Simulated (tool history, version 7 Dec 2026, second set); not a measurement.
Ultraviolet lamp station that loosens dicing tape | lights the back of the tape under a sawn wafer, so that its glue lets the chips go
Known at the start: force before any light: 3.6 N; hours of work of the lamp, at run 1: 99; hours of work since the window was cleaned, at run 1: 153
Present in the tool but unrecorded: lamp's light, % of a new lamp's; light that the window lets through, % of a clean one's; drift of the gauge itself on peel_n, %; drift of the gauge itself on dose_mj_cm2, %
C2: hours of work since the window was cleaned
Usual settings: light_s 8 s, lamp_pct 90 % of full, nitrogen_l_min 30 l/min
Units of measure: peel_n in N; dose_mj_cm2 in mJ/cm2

run 1 hour=0 | light_s=8 lamp_pct=90 nitrogen_l_min=30 | hours_of_work_of_the_lamp=99 C2=153 | peel_n=0.192 dose_mj_cm2=298
run 2 hour=39.7 | light_s=8 lamp_pct=90 nitrogen_l_min=30 | hours_of_work_of_the_lamp=120 C2=173 | peel_n=0.205 dose_mj_cm2=300
run 3 hour=129.9 | light_s=8 lamp_pct=90 nitrogen_l_min=30 | hours_of_work_of_the_lamp=165 C2=219 | peel_n=0.208 dose_mj_cm2=291
run 4 hour=225.3 | light_s=8 lamp_pct=90 nitrogen_l_min=30 | hours_of_work_of_the_lamp=214 C2=268 | peel_n=0.212 dose_mj_cm2=279
run 5 hour=308.7 | light_s=8 lamp_pct=90 nitrogen_l_min=30 | hours_of_work_of_the_lamp=257 C2=310 | peel_n=0.218 dose_mj_cm2=281
run 6 hour=382.7 | light_s=8 lamp_pct=90 nitrogen_l_min=30 | hours_of_work_of_the_lamp=294 C2=348 | peel_n=0.236 dose_mj_cm2=273
run 7 hour=445 | light_s=8 lamp_pct=90 nitrogen_l_min=30 | hours_of_work_of_the_lamp=326 C2=380 | peel_n=0.232 dose_mj_cm2=266
run 8 hour=521.6 | light_s=8 lamp_pct=90 nitrogen_l_min=30 | hours_of_work_of_the_lamp=365 C2=419 | peel_n=0.24 dose_mj_cm2=265
run 9 hour=596.3 | light_s=8 lamp_pct=90 nitrogen_l_min=30 | hours_of_work_of_the_lamp=403 C2=457 | peel_n=0.259 dose_mj_cm2=261
run 10 hour=689.1 | light_s=8 lamp_pct=90 nitrogen_l_min=30 | hours_of_work_of_the_lamp=451 C2=504 | peel_n=0.27 dose_mj_cm2=254
run 11 hour=779.3 | light_s=6 lamp_pct=90 nitrogen_l_min=30 | hours_of_work_of_the_lamp=496 C2=550 | peel_n=0.491 dose_mj_cm2=188
run 12 hour=860.7 | light_s=8 lamp_pct=80 nitrogen_l_min=30 | hours_of_work_of_the_lamp=538 C2=592 | peel_n=0.378 dose_mj_cm2=214
run 13 hour=921.3 | light_s=14 lamp_pct=90 nitrogen_l_min=15 | hours_of_work_of_the_lamp=569 C2=623 | peel_n=0.156 dose_mj_cm2=424
-- hour=962.6 window cleaned of glue's vapour
run 14 hour=971.1 | light_s=10 lamp_pct=64 nitrogen_l_min=48 | hours_of_work_of_the_lamp=594 C2=4 | peel_n=0.192 dose_mj_cm2=249
run 15 hour=1050.1 | light_s=9 lamp_pct=90 nitrogen_l_min=9 | hours_of_work_of_the_lamp=634 C2=45 | peel_n=0.419 dose_mj_cm2=313
run 16 hour=1092 | light_s=9 lamp_pct=90 nitrogen_l_min=9 | hours_of_work_of_the_lamp=656 C2=66 | peel_n=0.431 dose_mj_cm2=313
run 17 hour=1137.7 | light_s=13 lamp_pct=90 nitrogen_l_min=19 | hours_of_work_of_the_lamp=679 C2=89 | peel_n=0.12 dose_mj_cm2=441
run 18 hour=1180.1 | light_s=10 lamp_pct=91 nitrogen_l_min=30 | hours_of_work_of_the_lamp=701 C2=111 | peel_n=0.151 dose_mj_cm2=345
run 19 hour=1263.5 | light_s=10 lamp_pct=91 nitrogen_l_min=30 | hours_of_work_of_the_lamp=743 C2=153 | peel_n=0.147 dose_mj_cm2=337
run 20 hour=1350.5 | light_s=7 lamp_pct=90 nitrogen_l_min=30 | hours_of_work_of_the_lamp=787 C2=198 | peel_n=0.339 dose_mj_cm2=226
run 21 hour=1439.2 | light_s=7 lamp_pct=90 nitrogen_l_min=19 | hours_of_work_of_the_lamp=833 C2=243 | peel_n=0.487 dose_mj_cm2=219
run 22 hour=1513.1 | light_s=13 lamp_pct=87 nitrogen_l_min=14 | hours_of_work_of_the_lamp=870 C2=281 | peel_n=0.194 dose_mj_cm2=395
run 23 hour=1580.7 | light_s=7 lamp_pct=68 nitrogen_l_min=16 | hours_of_work_of_the_lamp=905 C2=315 | peel_n=0.87 dose_mj_cm2=161

Some steps in peel_n, run to run, broken into two amounts with sign: the step expected even without the hidden condition (settings, incoming material, random variation), and the rest, left for the hidden condition together with whatever gauge scatter is not in both the measured and the hidden-condition-free result:
Run 16 -> 17: light_s 9 -> 13, nitrogen_l_min 9 -> 19. peel_n -0.311 N: hidden state -0.078, all else -0.233.
Run 21 -> 22: light_s 7 -> 13, lamp_pct 90 -> 87, nitrogen_l_min 19 -> 14. peel_n -0.293 N: hidden state -0.099, all else -0.194.
Run 22 -> 23: light_s 13 -> 7, lamp_pct 87 -> 68, nitrogen_l_min 14 -> 16. peel_n +0.676 N: hidden state +0.209, all else +0.467.
